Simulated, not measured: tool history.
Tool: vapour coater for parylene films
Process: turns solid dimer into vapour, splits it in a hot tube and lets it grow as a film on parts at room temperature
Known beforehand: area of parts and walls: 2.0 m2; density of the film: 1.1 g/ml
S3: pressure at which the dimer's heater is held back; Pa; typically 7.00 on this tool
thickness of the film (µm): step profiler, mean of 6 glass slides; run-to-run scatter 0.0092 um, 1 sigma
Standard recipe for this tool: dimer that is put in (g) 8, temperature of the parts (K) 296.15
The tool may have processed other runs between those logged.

{"run": 1, "hour": 0.0, "dimer that is put in (g)": 8, "temperature of the parts (K)": 296.15, "S3": 7.0, "thickness of the film (µm)": 1.847}
{"run": 2, "hour": 7.1, "dimer that is put in (g)": 8, "temperature of the parts (K)": 296.15, "S3": 7.0, "thickness of the film (µm)": 1.843}
{"run": 3, "hour": 24.0, "dimer that is put in (g)": 8, "temperature of the parts (K)": 296.15, "S3": 7.0, "thickness of the film (µm)": 1.851}
{"run": 4, "hour": 35.9, "dimer that is put in (g)": 8, "temperature of the parts (K)": 296.15, "S3": 2.2, "thickness of the film (µm)": 1.997}
{"run": 5, "hour": 47.1, "dimer that is put in (g)": 8, "temperature of the parts (K)": 296.15, "S3": 2.2, "thickness of the film (µm)": 1.996}
{"run": 6, "hour": 60.3, "dimer that is put in (g)": 8, "temperature of the parts (K)": 296.15, "S3": 2.2, "thickness of the film (µm)": 1.993}
{"run": 7, "hour": 70.8, "dimer that is put in (g)": 8, "temperature of the parts (K)": 296.15, "S3": 2.2, "thickness of the film (µm)": 2.015}
{"run": 8, "hour": 85.8, "dimer that is put in (g)": 10, "temperature of the parts (K)": 296.15, "S3": 7.0, "thickness of the film (µm)": 2.328}
{"run": 9, "hour": 102.0, "dimer that is put in (g)": 8, "temperature of the parts (K)": 296.15, "S3": 3.71, "thickness of the film (µm)": 1.913}
{"run": 10, "hour": 112.2, "dimer that is put in (g)": 8, "temperature of the parts (K)": 296.15, "S3": 3.71, "thickness of the film (µm)": 1.927}
{"run": 11, "hour": 124.1, "dimer that is put in (g)": 8, "temperature of the parts (K)": 296.15, "S3": 3.71, "thickness of the film (µm)": 1.935}
{"run": 12, "hour": 139.4, "dimer that is put in (g)": 8, "temperature of the parts (K)": 296.15, "S3": 7.0, "thickness of the film (µm)": 1.856}
{"run": 13, "hour": 149.2, "dimer that is put in (g)": 6, "temperature of the parts (K)": 296.15, "S3": 7.0, "thickness of the film (µm)": 1.403}
{"run": 14, "hour": 161.5, "dimer that is put in (g)": 6, "temperature of the parts (K)": 296.15, "S3": 7.0, "thickness of the film (µm)": 1.398}
{"run": 15, "hour": 169.3, "dimer that is put in (g)": 6, "temperature of the parts (K)": 296.15, "S3": 7.0, "thickness of the film (µm)": 1.383}
{"run": 16, "hour": 177.6, "dimer that is put in (g)": 8, "temperature of the parts (K)": 293.15, "S3": 7.0, "thickness of the film (µm)": 2.048}
{"run": 17, "hour": 185.1, "dimer that is put in (g)": 8, "temperature of the parts (K)": 295.15, "S3": 7.0, "thickness of the film (µm)": 1.923}
{"run": 18, "hour": 192.9, "dimer that is put in (g)": 8, "temperature of the parts (K)": 295.15, "S3": 7.0, "thickness of the film (µm)": 1.903}
{"run": 19, "hour": 202.6, "dimer that is put in (g)": 8, "temperature of the parts (K)": 296.15, "S3": 7.0, "thickness of the film (µm)": 1.825}
{"run": 20, "hour": 217.3, "dimer that is put in (g)": 8, "temperature of the parts (K)": 296.15, "S3": 7.0, "thickness of the film (µm)": 1.856}
{"run": 21, "hour": 228.6, "dimer that is put in (g)": 8, "temperature of the parts (K)": 296.15, "S3": 7.0, "thickness of the film (µm)": 1.844}
{"run": 22, "hour": 237.8, "dimer that is put in (g)": 8, "temperature of the parts (K)": 296.15, "S3": 3.68, "thickness of the film (µm)": 1.934}
{"run": 23, "hour": 249.4, "dimer that is put in (g)": 8, "temperature of the parts (K)": 296.15, "S3": 3.68, "thickness of the film (µm)": 1.937}
{"run": 24, "hour": 266.9, "dimer that is put in (g)": 8, "temperature of the parts (K)": 296.15, "S3": 3.68, "thickness of the film (µm)": 1.942}
{"run": 25, "hour": 282.3, "dimer that is put in (g)": 8, "temperature of the parts (K)": 296.15, "S3": 3.68, "thickness of the film (µm)": 1.928}
{"run": 26, "hour": 298.0, "dimer that is put in (g)": 5, "temperature of the parts (K)": 288.15, "S3": 3.89, "thickness of the film (µm)": 1.545}
{"run": 27, "hour": 313.0, "dimer that is put in (g)": 8, "temperature of the parts (K)": 301.15, "S3": 2.55, "thickness of the film (µm)": 1.69}
{"run": 28, "hour": 324.2, "dimer that is put in (g)": 8, "temperature of the parts (K)": 301.15, "S3": 2.55, "thickness of the film (µm)": 1.687}
{"run": 29, "hour": 332.6, "dimer that is put in (g)": 9, "temperature of the parts (K)": 301.15, "S3": 6.65, "thickness of the film (µm)": 1.771}
{"run": 30, "hour": 346.6, "dimer that is put in (g)": 9, "temperature of the parts (K)": 301.15, "S3": 6.65, "thickness of the film (µm)": 1.777}
{"run": 31, "hour": 355.5, "dimer that is put in (g)": 9, "temperature of the parts (K)": 301.15, "S3": 6.65, "thickness of the film (µm)": 1.777}
{"run": 32, "hour": 370.3, "dimer that is put in (g)": 4, "temperature of the parts (K)": 303.15, "S3": 3.58, "thickness of the film (µm)": 0.788}
{"run": 33, "hour": 387.7, "dimer that is put in (g)": 4, "temperature of the parts (K)": 303.15, "S3": 3.58, "thickness of the film (µm)": 0.773}
{"run": 34, "hour": 404.8, "dimer that is put in (g)": 4, "temperature of the parts (K)": 303.15, "S3": 3.58, "thickness of the film (µm)": 0.775}
{"run": 35, "hour": 423.7, "dimer that is put in (g)": 6, "temperature of the parts (K)": 306.15, "S3": 2.68, "thickness of the film (µm)": 1.081}
{"run": 36, "hour": 437.8, "dimer that is put in (g)": 6, "temperature of the parts (K)": 306.15, "S3": 2.68, "thickness of the film (µm)": 1.078}
{"run": 37, "hour": 447.5, "dimer that is put in (g)": 7, "temperature of the parts (K)": 289.15, "S3": 3.21, "thickness of the film (µm)": 2.141}
{"run": 38, "hour": 456.6, "dimer that is put in (g)": 12, "temperature of the parts (K)": 304.15, "S3": 8.27, "thickness of the film (µm)": 2.133}
{"run": 39, "hour": 469.2, "dimer that is put in (g)": 13, "temperature of the parts (K)": 304.15, "S3": 10.73, "thickness of the film (µm)": 2.267}
{"run": 40, "hour": 485.6, "dimer that is put in (g)": 8, "temperature of the parts (K)": 296.15, "S3": 7.0, "thickness of the film (µm)": 1.815}
{"run": 41, "hour": 502.3, "dimer that is put in (g)": 8, "temperature of the parts (K)": 296.15, "S3": 7.0, "thickness of the film (µm)": 1.834}
{"run": 42, "hour": 518.5, "dimer that is put in (g)": 8, "temperature of the parts (K)": 296.15, "S3": 8.97, "thickness of the film (µm)": 1.806}
{"run": 43, "hour": 528.2, "dimer that is put in (g)": 5, "temperature of the parts (K)": 296.15, "S3": 7.0, "thickness of the film (µm)": 1.141}
{"run": 44, "hour": 537.0, "dimer that is put in (g)": 5, "temperature of the parts (K)": 299.15, "S3": 2.4, "thickness of the film (µm)": 1.13}
{"run": 45, "hour": 547.6, "dimer that is put in (g)": 12, "temperature of the parts (K)": 292.15, "S3": 4.63, "thickness of the film (µm)": 3.231}
{"run": 46, "hour": 558.9, "dimer that is put in (g)": 12, "temperature of the parts (K)": 292.15, "S3": 4.63, "thickness of the film (µm)": 3.264}
{"run": 47, "hour": 573.8, "dimer that is put in (g)": 4, "temperature of the parts (K)": 294.15, "S3": 3.19, "thickness of the film (µm)": 1.036}

The log once held 2 entries between its listed runs, left out of this copy. Where does each go, and what is different about the tool's unlogged condition between the listed run before it and the listed run after it?
Logged between run 11 and run 12: trap's valve overhauled (hour 137.6)
  vapour lost through the trap's worn valve, %: 0.2 -> 0
Logged between run 34 and run 35: trap's valve overhauled (hour 415.6)
  vapour lost through the trap's worn valve, %: 0.3 -> 0

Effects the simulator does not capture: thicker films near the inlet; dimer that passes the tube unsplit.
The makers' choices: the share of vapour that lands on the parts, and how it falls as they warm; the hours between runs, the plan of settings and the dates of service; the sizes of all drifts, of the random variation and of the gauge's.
